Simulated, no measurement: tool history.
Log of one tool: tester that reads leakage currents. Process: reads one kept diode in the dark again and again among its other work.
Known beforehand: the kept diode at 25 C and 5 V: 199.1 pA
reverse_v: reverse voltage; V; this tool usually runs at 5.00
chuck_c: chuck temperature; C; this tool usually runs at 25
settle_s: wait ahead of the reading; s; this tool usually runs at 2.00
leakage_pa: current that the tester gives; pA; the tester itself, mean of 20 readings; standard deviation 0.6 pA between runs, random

run	hour	reverse_v	chuck_c	settle_s	leakage_pa
1	0.0	5.00	25	2.00	199.31
2	117.7	5.00	25	2.00	199.65
3	185.5	5.00	25	2.00	198.73
4	254.8	5.00	25	2.00	199.03
5	345.4	5.00	25	2.00	199.37
6	484.2	5.00	25	2.00	199.22
7	605.9	5.00	25	2.00	198.94
8	696.6	5.00	25	2.00	199.37
9	820.3	5.00	25	0.49	200.16
10	889.0	5.00	25	0.49	200.55
11	1036.4	5.00	25	0.49	201.45
12	1161.7	5.00	25	0.49	200.31
13	1296.5	5.00	25	2.00	199.91
14	1377.3	5.00	25	2.00	199.82
15	1468.4	5.00	25	1.47	200.21
16	1615.0	5.00	25	1.47	200.19
17	1755.7	5.00	25	1.47	200.62
18	1821.4	5.00	25	1.47	199.17
19	1908.3	5.00	25	1.47	200.76
# hour 1937.9: chuck's temperature calibrated
20	2004.4	8.88	27	6.18	300.51
21	2070.2	8.88	37	1.49	726.93
22	2198.5	8.88	37	1.49	720.66
23	2273.6	8.88	37	1.49	723.78
24	2379.3	2.36	37	2.41	427.92
25	2490.5	13.47	50	0.48	2467.92
26	2644.3	2.68	26	2.00	170.81
27	2741.1	2.68	28	1.54	205.67
28	2862.1	3.24	23	1.54	139.70
29	2927.4	3.24	23	1.54	139.42
30	3052.4	3.61	42	2.36	766.75
31	3123.5	3.61	42	2.36	765.76
32	3264.2	5.44	35	8.05	501.55
33	3397.2	5.00	32	2.00	375.27
34	3487.2	2.81	32	1.73	298.47
35	3633.4	3.35	26	1.73	185.96
36	3701.2	3.35	23	1.73	141.97
37	3770.8	10.93	41	2.00	1096.97
# hour 3827.2: probe card cleaned and baked
38	3919.2	1.41	49	3.63	930.56

5 options for the next run, each taken on its own from the tool as it stands now. Forecast them:
A	4012.0	1.09	31	3.63	?
B	4012.0	1.41	24	8.68	?
C	4012.0	5.47	24	1.37	?
D	4012.0	1.41	33	3.63	?
E	4012.0	1.41	49	5.81	?

run	leakage_pa
A	188.42
B	110.37
C	189.35
D	247.30
E	930.84
With the hidden condition removed and each run's random variation left untouched, the same runs would have given:
run	leakage_pa
A	188.24
B	110.26
C	189.16
D	247.07
E	930.04

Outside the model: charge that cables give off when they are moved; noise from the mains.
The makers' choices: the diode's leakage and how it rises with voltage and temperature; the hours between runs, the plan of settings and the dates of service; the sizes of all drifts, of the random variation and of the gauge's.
